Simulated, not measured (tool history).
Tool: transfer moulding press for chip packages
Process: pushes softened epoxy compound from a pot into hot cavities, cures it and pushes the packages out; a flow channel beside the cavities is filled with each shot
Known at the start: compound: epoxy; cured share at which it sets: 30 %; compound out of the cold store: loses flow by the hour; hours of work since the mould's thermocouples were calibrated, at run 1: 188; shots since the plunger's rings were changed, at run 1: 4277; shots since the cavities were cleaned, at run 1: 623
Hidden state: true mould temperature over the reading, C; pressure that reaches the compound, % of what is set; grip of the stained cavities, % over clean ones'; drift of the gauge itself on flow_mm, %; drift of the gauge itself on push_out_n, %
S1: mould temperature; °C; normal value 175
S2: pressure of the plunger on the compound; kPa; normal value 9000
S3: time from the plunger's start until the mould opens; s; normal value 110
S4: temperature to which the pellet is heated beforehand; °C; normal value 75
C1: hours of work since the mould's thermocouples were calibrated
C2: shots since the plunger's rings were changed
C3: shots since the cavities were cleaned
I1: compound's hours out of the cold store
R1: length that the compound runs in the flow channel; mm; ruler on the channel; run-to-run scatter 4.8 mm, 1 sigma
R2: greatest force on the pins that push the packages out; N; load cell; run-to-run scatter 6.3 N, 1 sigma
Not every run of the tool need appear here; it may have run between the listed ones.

run 1 hour=0.0 | S1=175 S2=9000 S3=110 S4=75 | C1=188 C2=4277 C3=623 | I1=46.7 | R1=701 R2=378
run 2 hour=18.7 | S1=175 S2=9000 S3=110 S4=75 | C1=199 C2=4472 C3=818 | I1=48.0 | R1=700 R2=369
run 3 hour=34.7 | S1=175 S2=9000 S3=110 S4=66 | C1=208 C2=4638 C3=984 | I1=16.5 | R1=812 R2=438
-- hour=42.3 cavities cleaned with cleaning compound and waxed
run 4 hour=57.6 | S1=175 S2=9000 S3=110 S4=75 | C1=221 C2=4860 C3=159 | I1=33.7 | R1=740 R2=307
run 5 hour=82.7 | S1=175 S2=9000 S3=110 S4=75 | C1=237 C2=5122 C3=421 | I1=11.2 | R1=830 R2=361
run 6 hour=109.6 | S1=182 S2=9000 S3=110 S4=75 | C1=253 C2=5400 C3=699 | I1=19.7 | R1=770 R2=290
run 7 hour=140.9 | S1=174 S2=9000 S3=110 S4=75 | C1=272 C2=5727 C3=1026 | I1=47.5 | R1=689 R2=440
-- hour=147.1 cavities cleaned with cleaning compound and waxed
run 8 hour=170.8 | S1=175 S2=9000 S3=110 S4=75 | C1=289 C2=6022 C3=247 | I1=23.6 | R1=764 R2=324
run 9 hour=190.4 | S1=175 S2=9000 S3=110 S4=75 | C1=301 C2=6225 C3=450 | I1=33.0 | R1=726 R2=358
-- hour=219.2 plunger's sealing rings changed
run 10 hour=224.5 | S1=175 S2=9000 S3=110 S4=75 | C1=320 C2=55 C3=779 | I1=38.3 | R1=788 R2=395
run 11 hour=243.4 | S1=175 S2=9000 S3=110 S4=75 | C1=331 C2=251 C3=975 | I1=32.6 | R1=800 R2=419
-- hour=252.0 cavities cleaned with cleaning compound and waxed
run 12 hour=273.1 | S1=175 S2=10490 S3=110 S4=75 | C1=348 C2=544 C3=219 | I1=35.4 | R1=863 R2=311
run 13 hour=294.3 | S1=175 S2=10490 S3=110 S4=75 | C1=361 C2=765 C3=440 | I1=29.7 | R1=869 R2=354
run 14 hour=325.0 | S1=175 S2=9000 S3=110 S4=75 | C1=379 C2=1084 C3=759 | I1=47.0 | R1=738 R2=374
run 15 hour=340.0 | S1=180 S2=9480 S3=118 S4=68 | C1=388 C2=1240 C3=915 | I1=11.0 | R1=878 R2=330
-- hour=354.0 cavities cleaned with cleaning compound and waxed
run 16 hour=359.2 | S1=167 S2=9760 S3=111 S4=69 | C1=399 C2=1424 C3=54 | I1=20.5 | R1=908 R2=500
-- hour=386.9 mould's thermocouples calibrated
run 17 hour=389.8 | S1=173 S2=9760 S3=97 S4=69 | C1=2 C2=1721 C3=351 | I1=20.2 | R1=865 R2=500
run 18 hour=422.5 | S1=173 S2=9760 S3=97 S4=69 | C1=21 C2=2061 C3=691 | I1=10.3 | R1=898 R2=619
run 19 hour=438.5 | S1=175 S2=9000 S3=105 S4=75 | C1=31 C2=2228 C3=858 | I1=15.5 | R1=846 R2=431
-- hour=458.5 cavities cleaned with cleaning compound and waxed
run 20 hour=465.9 | S1=175 S2=9000 S3=105 S4=75 | C1=47 C2=2497 C3=77 | I1=25.0 | R1=799 R2=301
run 21 hour=489.9 | S1=175 S2=7690 S3=110 S4=68 | C1=61 C2=2746 C3=326 | I1=40.1 | R1=684 R2=311

What will run 22 give?
run 22 hour=510.3 | S1=175 S2=9880 S3=140 S4=75 | C1=73 C2=2958 C3=538 | I1=18.6 | R1=? R2=?

R1: 862 mm
R2: 288 N
Without the tool's hidden state the same run would have given R1 901 mm, R2 205 N.
